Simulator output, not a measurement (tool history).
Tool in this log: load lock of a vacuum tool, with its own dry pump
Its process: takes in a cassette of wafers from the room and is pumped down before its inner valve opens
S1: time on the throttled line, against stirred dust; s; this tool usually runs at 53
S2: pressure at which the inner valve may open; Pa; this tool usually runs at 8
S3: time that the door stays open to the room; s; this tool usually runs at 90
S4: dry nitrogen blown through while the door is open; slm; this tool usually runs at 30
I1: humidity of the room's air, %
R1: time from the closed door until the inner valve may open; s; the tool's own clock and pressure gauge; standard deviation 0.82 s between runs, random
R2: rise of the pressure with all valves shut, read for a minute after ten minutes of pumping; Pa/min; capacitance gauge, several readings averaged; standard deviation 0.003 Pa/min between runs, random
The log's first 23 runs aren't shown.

run,hour,S1,S2,S3,S4,I1,R1,R2
24,3049.6,53,9,223,30,44.3,134.4,0.040
25,3143.4,92,9,105,30,42.9,164.8,0.023
26,3241.1,27,6,105,36,43.6,116.4,0.029
27,3384.1,53,7,45,30,46.5,136.4,0.025
28,3469.1,29,6,35,14,45.1,120.7,0.023
29,3647.9,29,6,35,14,41.1,121.3,0.020
30,3795.7,53,8,33,30,49.4,136.0,0.017
31,3922.3,26,8,88,30,46.0,115.4,0.031
32,4013.0,26,8,88,30,47.2,113.8,0.026
33,4114.3,26,11,88,30,45.5,111.6,0.025
34,4249.7,26,11,88,30,43.6,111.3,0.021
35,4398.2,53,8,168,6,43.7,137.6,0.046
36,4554.4,53,10,168,6,43.9,132.8,0.054

Branching from run 36: 5 alternative next runs. What would each branch give?
A,4726.4,44,7,90,4,47.0,?,?
B,4726.4,53,9,47,14,43.8,?,?
C,4726.4,30,13,90,13,50.3,?,?
D,4726.4,53,8,168,6,44.4,?,?
E,4726.4,53,10,174,6,45.2,?,?

run,R1,R2
A,129.5,0.046
B,134.9,0.026
C,113.5,0.033
D,138.2,0.048
E,133.8,0.055
The same runs, with their run-to-run variation unchanged, on a tool lacking any hidden condition would have given:
run,R1,R2
A,122.2,0.037
B,128.1,0.017
C,106.6,0.025
D,131.1,0.039
E,126.9,0.046
